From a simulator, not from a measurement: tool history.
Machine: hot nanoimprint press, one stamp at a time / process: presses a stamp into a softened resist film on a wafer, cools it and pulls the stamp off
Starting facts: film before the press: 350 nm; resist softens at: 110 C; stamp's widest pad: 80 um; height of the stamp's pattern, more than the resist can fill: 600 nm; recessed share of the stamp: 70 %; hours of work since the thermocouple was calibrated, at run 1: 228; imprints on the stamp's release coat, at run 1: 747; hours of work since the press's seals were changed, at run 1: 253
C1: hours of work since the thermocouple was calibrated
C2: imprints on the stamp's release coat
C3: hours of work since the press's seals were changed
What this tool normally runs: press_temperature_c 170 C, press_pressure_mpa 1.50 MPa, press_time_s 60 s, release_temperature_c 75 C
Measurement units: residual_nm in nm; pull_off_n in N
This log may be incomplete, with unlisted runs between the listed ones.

{"run": 1, "hour": 0.0, "press_temperature_c": 170, "press_pressure_mpa": 1.5, "press_time_s": 60, "release_temperature_c": 75, "C1": 228, "C2": 747, "C3": 253, "residual_nm": 136.9, "pull_off_n": 95}
{"run": 2, "hour": 17.3, "press_temperature_c": 170, "press_pressure_mpa": 1.42, "press_time_s": 60, "release_temperature_c": 75, "C1": 240, "C2": 805, "C3": 265, "residual_nm": 140.0, "pull_off_n": 95}
{"run": 3, "hour": 33.7, "press_temperature_c": 170, "press_pressure_mpa": 1.42, "press_time_s": 60, "release_temperature_c": 75, "C1": 251, "C2": 859, "C3": 277, "residual_nm": 140.4, "pull_off_n": 98}
{"run": 4, "hour": 49.7, "press_temperature_c": 170, "press_pressure_mpa": 1.5, "press_time_s": 60, "release_temperature_c": 75, "C1": 263, "C2": 912, "C3": 288, "residual_nm": 136.4, "pull_off_n": 95}
{"run": 5, "hour": 56.9, "press_temperature_c": 170, "press_pressure_mpa": 1.35, "press_time_s": 60, "release_temperature_c": 75, "C1": 268, "C2": 936, "C3": 293, "residual_nm": 144.3, "pull_off_n": 97}
{"run": 6, "hour": 67.8, "press_temperature_c": 170, "press_pressure_mpa": 1.5, "press_time_s": 55, "release_temperature_c": 75, "C1": 276, "C2": 971, "C3": 301, "residual_nm": 139.5, "pull_off_n": 97}
{"hour": 83.2, "done": "plate thermocouple calibrated"}
{"run": 7, "hour": 86.9, "press_temperature_c": 170, "press_pressure_mpa": 1.5, "press_time_s": 34, "release_temperature_c": 75, "C1": 3, "C2": 1025, "C3": 312, "residual_nm": 164.1, "pull_off_n": 98}
{"run": 8, "hour": 100.4, "press_temperature_c": 170, "press_pressure_mpa": 1.5, "press_time_s": 34, "release_temperature_c": 75, "C1": 12, "C2": 1069, "C3": 322, "residual_nm": 163.1, "pull_off_n": 98}
{"run": 9, "hour": 113.8, "press_temperature_c": 170, "press_pressure_mpa": 1.5, "press_time_s": 34, "release_temperature_c": 75, "C1": 22, "C2": 1114, "C3": 331, "residual_nm": 163.8, "pull_off_n": 99}
{"run": 10, "hour": 121.7, "press_temperature_c": 170, "press_pressure_mpa": 1.5, "press_time_s": 34, "release_temperature_c": 75, "C1": 27, "C2": 1140, "C3": 337, "residual_nm": 162.7, "pull_off_n": 98}
{"run": 11, "hour": 137.9, "press_temperature_c": 170, "press_pressure_mpa": 1.5, "press_time_s": 60, "release_temperature_c": 75, "C1": 39, "C2": 1193, "C3": 348, "residual_nm": 134.6, "pull_off_n": 99}
{"run": 12, "hour": 148.1, "press_temperature_c": 170, "press_pressure_mpa": 1.5, "press_time_s": 60, "release_temperature_c": 74, "C1": 46, "C2": 1227, "C3": 356, "residual_nm": 134.3, "pull_off_n": 100}
{"hour": 151.1, "done": "gauge calibrated"}
{"run": 13, "hour": 161.8, "press_temperature_c": 175, "press_pressure_mpa": 1.5, "press_time_s": 62, "release_temperature_c": 74, "C1": 56, "C2": 1272, "C3": 365, "residual_nm": 107.2, "pull_off_n": 101}
{"run": 14, "hour": 176.5, "press_temperature_c": 170, "press_pressure_mpa": 1.5, "press_time_s": 118, "release_temperature_c": 75, "C1": 66, "C2": 1321, "C3": 376, "residual_nm": 107.2, "pull_off_n": 97}
{"run": 15, "hour": 191.7, "press_temperature_c": 176, "press_pressure_mpa": 0.99, "press_time_s": 93, "release_temperature_c": 79, "C1": 77, "C2": 1371, "C3": 387, "residual_nm": 113.8, "pull_off_n": 94}
{"run": 16, "hour": 208.5, "press_temperature_c": 176, "press_pressure_mpa": 0.99, "press_time_s": 93, "release_temperature_c": 79, "C1": 89, "C2": 1426, "C3": 398, "residual_nm": 113.2, "pull_off_n": 95}
{"run": 17, "hour": 218.4, "press_temperature_c": 182, "press_pressure_mpa": 1.5, "press_time_s": 52, "release_temperature_c": 69, "C1": 96, "C2": 1459, "C3": 405, "residual_nm": 84.5, "pull_off_n": 105}
{"run": 18, "hour": 235.4, "press_temperature_c": 170, "press_pressure_mpa": 1.67, "press_time_s": 60, "release_temperature_c": 68, "C1": 108, "C2": 1515, "C3": 417, "residual_nm": 127.8, "pull_off_n": 109}
{"run": 19, "hour": 250.0, "press_temperature_c": 165, "press_pressure_mpa": 1.45, "press_time_s": 63, "release_temperature_c": 75, "C1": 118, "C2": 1563, "C3": 428, "residual_nm": 170.3, "pull_off_n": 99}
{"run": 20, "hour": 259.7, "press_temperature_c": 162, "press_pressure_mpa": 1.45, "press_time_s": 61, "release_temperature_c": 75, "C1": 125, "C2": 1596, "C3": 435, "residual_nm": 196.8, "pull_off_n": 99}
{"run": 21, "hour": 271.2, "press_temperature_c": 170, "press_pressure_mpa": 1.5, "press_time_s": 60, "release_temperature_c": 66, "C1": 133, "C2": 1634, "C3": 443, "residual_nm": 134.7, "pull_off_n": 106}
{"run": 22, "hour": 285.0, "press_temperature_c": 170, "press_pressure_mpa": 1.5, "press_time_s": 60, "release_temperature_c": 66, "C1": 143, "C2": 1679, "C3": 453, "residual_nm": 134.3, "pull_off_n": 105}
{"run": 23, "hour": 297.6, "press_temperature_c": 170, "press_pressure_mpa": 1.5, "press_time_s": 60, "release_temperature_c": 66, "C1": 152, "C2": 1721, "C3": 462, "residual_nm": 133.4, "pull_off_n": 111}

Here are 4 independent what-if runs from the current tool condition. What would each one return?
{"run": "A", "hour": 305.5, "press_temperature_c": 164, "press_pressure_mpa": 2.25, "press_time_s": 60, "release_temperature_c": 72, "C1": 157, "C2": 1747, "C3": 467, "residual_nm": "?", "pull_off_n": "?"}
{"run": "B", "hour": 305.5, "press_temperature_c": 164, "press_pressure_mpa": 1.03, "press_time_s": 60, "release_temperature_c": 66, "C1": 157, "C2": 1747, "C3": 467, "residual_nm": "?", "pull_off_n": "?"}
{"run": "C", "hour": 305.5, "press_temperature_c": 170, "press_pressure_mpa": 1.5, "press_time_s": 53, "release_temperature_c": 66, "C1": 157, "C2": 1747, "C3": 467, "residual_nm": "?", "pull_off_n": "?"}
{"run": "D", "hour": 305.5, "press_temperature_c": 177, "press_pressure_mpa": 1.5, "press_time_s": 89, "release_temperature_c": 68, "C1": 157, "C2": 1747, "C3": 467, "residual_nm": "?", "pull_off_n": "?"}

run=A residual_nm=141.5 pull_off_n=101
run=B residual_nm=211.8 pull_off_n=108
run=C residual_nm=139.6 pull_off_n=110
run=D residual_nm=85.3 pull_off_n=103
With no hidden state in the tool, these same runs would have given:
run=A residual_nm=144.7 pull_off_n=99
run=B residual_nm=216.6 pull_off_n=106
run=C residual_nm=142.8 pull_off_n=108
run=D residual_nm=87.2 pull_off_n=101

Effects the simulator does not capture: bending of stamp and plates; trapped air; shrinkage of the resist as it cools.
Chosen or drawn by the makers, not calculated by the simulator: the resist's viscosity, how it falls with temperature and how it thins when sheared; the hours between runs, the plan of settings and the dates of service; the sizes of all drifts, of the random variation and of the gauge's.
